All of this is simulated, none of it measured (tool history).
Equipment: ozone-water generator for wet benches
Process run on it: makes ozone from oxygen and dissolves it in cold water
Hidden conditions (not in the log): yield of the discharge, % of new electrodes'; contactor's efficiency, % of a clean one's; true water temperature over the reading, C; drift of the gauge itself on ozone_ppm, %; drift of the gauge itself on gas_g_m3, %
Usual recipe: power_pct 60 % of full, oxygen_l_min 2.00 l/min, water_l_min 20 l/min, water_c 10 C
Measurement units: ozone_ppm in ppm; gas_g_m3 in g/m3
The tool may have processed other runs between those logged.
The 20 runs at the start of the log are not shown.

run    hour  power_pct  oxygen_l_min  water_l_min  water_c  hours of work since the electrodes were changed  hours of work since the contactor was cleaned  hours of work since the thermometer was calibrated  ozone_ppm  gas_g_m3
 21  1814.1         60          2.00           16        6                                             1353                                            127                                                3863        9.1     150.0
 22  1922.5         60          2.00           19        7                                             1427                                            202                                                3937        7.4     150.8
 23  2014.3         60          2.00           19        7                                             1490                                            265                                                4001        7.4     152.0
 24  2085.7         60          2.00           19        7                                             1540                                            314                                                4050        7.3     151.6
 25  2186.3         60          2.00           19        7                                             1609                                            383                                                4119        7.2     151.5
 26  2294.9         60          2.00           19        7                                             1683                                            458                                                4193        7.5     149.3
 27  2423.6        100          1.89           19       10                                             1772                                            546                                                4282       10.3     224.7
 28  2537.1         62          1.89           19       10                                             1850                                            624                                                4360        7.2     157.8
 29  2606.2         62          1.89           19       10                                             1897                                            672                                                4407        7.4     159.4
 30  2693.8         62          1.89           19       10                                             1958                                            732                                                4468        7.2     159.6
 31  2804.8         62          1.89           19       10                                             2034                                            808                                                4544        7.4     157.8
 32  2900.1         60          2.00           15       14                                             2099                                            874                                                4610        9.2     149.1
 33  2988.4         40          2.60           20       10                                             2160                                            935                                                4670        5.6      95.6
 34  3086.9         40          2.60           20       10                                             2228                                           1002                                                4738        5.4      95.9

Predict each of these 3 candidate next runs independently; none follows another, all start after run 34:
  A  3197.2         92          2.00           20       10                                             2304                                           1078                                                4814          ?         ?
  B  3197.2         60          1.11           12        6                                             2304                                           1078                                                4814          ?         ?
  C  3197.2         99          2.00           20        7                                             2304                                           1078                                                4814          ?         ?

run  ozone_ppm  gas_g_m3
  A        8.8     203.9
  B       10.5     203.1
  C        9.7     215.5
Without the tool's unlogged condition, the same runs would have read:
run  ozone_ppm  gas_g_m3
  A        9.7     217.1
  B       11.3     212.7
  C       10.7     230.1
